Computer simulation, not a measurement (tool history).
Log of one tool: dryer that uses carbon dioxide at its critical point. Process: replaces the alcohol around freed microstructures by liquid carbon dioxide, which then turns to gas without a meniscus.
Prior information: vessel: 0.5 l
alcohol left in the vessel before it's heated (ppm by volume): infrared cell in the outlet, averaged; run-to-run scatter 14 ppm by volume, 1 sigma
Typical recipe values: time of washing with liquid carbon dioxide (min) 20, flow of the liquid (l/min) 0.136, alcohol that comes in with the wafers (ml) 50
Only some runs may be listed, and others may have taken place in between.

| run | day | time of washing with liquid carbon dioxide (min) | flow of the liquid (l/min) | alcohol that comes in with the wafers (ml) | alcohol left in the vessel before it's heated (ppm by volume) |
|---|---|---|---|---|---|
| 1 | 0 | 20 | 0.136 | 50 | 1271 |
| 2 | 0.183 | 26 | 0.136 | 50 | 349 |
| 3 | 0.542 | 26 | 0.136 | 50 | 363 |
| 4 | 0.879 | 20 | 0.136 | 52 | 1421 |
| 5 | 1.146 | 20 | 0.162 | 52 | 609 |
| 6 | 1.55 | 15 | 0.162 | 52 | 2194 |
| 7 | 1.875 | 15 | 0.162 | 52 | 2204 |
| 8 | 2.258 | 15 | 0.162 | 52 | 2292 |
| 9 | 2.471 | 20 | 0.136 | 27 | 741 |
| 10 | 2.65 | 20 | 0.136 | 27 | 745 |
| 11 | 2.838 | 20 | 0.136 | 27 | 726 |
| 12 | 3.025 | 20 | 0.2 | 50 | 190 |
| 13 | 3.442 | 20 | 0.156 | 50 | 746 |
| 14 | 3.717 | 20 | 0.136 | 70 | 1912 |
| 15 | 3.971 | 20 | 0.136 | 70 | 1908 |
| 16 | 4.188 | 20 | 0.136 | 70 | 1897 |
| 17 | 4.354 | 20 | 0.136 | 70 | 1870 |
| 18 | 4.525 | 15 | 0.136 | 50 | 4036 |
| 19 | 4.912 | 15 | 0.136 | 50 | 4086 |
| 20 | 5.304 | 13 | 0.136 | 50 | 6257 |
| 21 | 5.504 | 13 | 0.136 | 50 | 6279 |
| 22 | 5.896 | 13 | 0.136 | 50 | 6284 |
| 23 | 6.088 | 13 | 0.136 | 50 | 6165 |
| 24 | 6.433 | 13 | 0.136 | 50 | 6266 |
| 25 | 6.617 | 13 | 0.136 | 50 | 6281 |
| 26 | 6.942 | 18 | 0.212 | 26 | 145 |
| 27 | 7.183 | 14 | 0.136 | 25 | 2554 |
| 28 | 7.383 | 14 | 0.136 | 25 | 2525 |
| 29 | 7.604 | 15 | 0.134 | 63 | 5313 |
| 30 | 7.792 | 25 | 0.165 | 66 | 234 |
| 31 | 7.983 | 24 | 0.136 | 55 | 679 |
| 32 | 8.342 | 24 | 0.136 | 55 | 711 |
| 33 | 8.588 | 24 | 0.136 | 55 | 699 |
| 34 | 8.992 | 13 | 0.225 | 104 | 2295 |
| 35 | 9.358 | 13 | 0.094 | 104 | 31551 |
| 36 | 9.592 | 13 | 0.171 | 29 | 1857 |
| 37 | 9.758 | 15 | 0.144 | 22 | 1551 |
| 38 | 10.004 | 18 | 0.083 | 70 | 13608 |
| 39 | 10.296 | 18 | 0.083 | 70 | 13450 |
| 40 | 10.567 | 18 | 0.083 | 70 | 13034 |
| 41 | 10.821 | 18 | 0.083 | 70 | 13763 |
| 42 | 11.067 | 27 | 0.104 | 50 | 1310 |
| 43 | 11.283 | 12 | 0.104 | 50 | 14306 |
| 44 | 11.462 | 12 | 0.104 | 50 | 14688 |
| 45 | 11.879 | 12 | 0.104 | 50 | 14315 |
| 46 | 12.088 | 30 | 0.114 | 24 | 261 |
| 47 | 12.479 | 28 | 0.119 | 24 | 303 |

Results per run with the tool's hidden condition removed, run-to-run variation unchanged:
What the log doesn't record here: flow that reaches the vessel past the clogged filter, %; alcohol in the recycled carbon dioxide, ppm; drift of the gauge itself on alcohol_ppm, %.
| run | alcohol left in the vessel before it's heated (ppm by volume) |
|---|---|
| 1 | 878 |
| 2 | 211 |
| 3 | 223 |
| 4 | 967 |
| 5 | 381 |
| 6 | 1543 |
| 7 | 1547 |
| 8 | 1599 |
| 9 | 491 |
| 10 | 491 |
| 11 | 480 |
| 12 | 100 |
| 13 | 457 |
| 14 | 1252 |
| 15 | 1243 |
| 16 | 1234 |
| 17 | 1213 |
| 18 | 2913 |
| 19 | 2937 |
| 20 | 4685 |
| 21 | 4692 |
| 22 | 4678 |
| 23 | 4581 |
| 24 | 4639 |
| 25 | 4645 |
| 26 | 67 |
| 27 | 1831 |
| 28 | 1806 |
| 29 | 3731 |
| 30 | 110 |
| 31 | 372 |
| 32 | 392 |
| 33 | 381 |
| 34 | 1346 |
| 35 | 25151 |
| 36 | 1225 |
| 37 | 1031 |
| 38 | 10255 |
| 39 | 10110 |
| 40 | 9776 |
| 41 | 10305 |
| 42 | 751 |
| 43 | 11209 |
| 44 | 11494 |
| 45 | 11171 |
| 46 | 122 |
| 47 | 149 |

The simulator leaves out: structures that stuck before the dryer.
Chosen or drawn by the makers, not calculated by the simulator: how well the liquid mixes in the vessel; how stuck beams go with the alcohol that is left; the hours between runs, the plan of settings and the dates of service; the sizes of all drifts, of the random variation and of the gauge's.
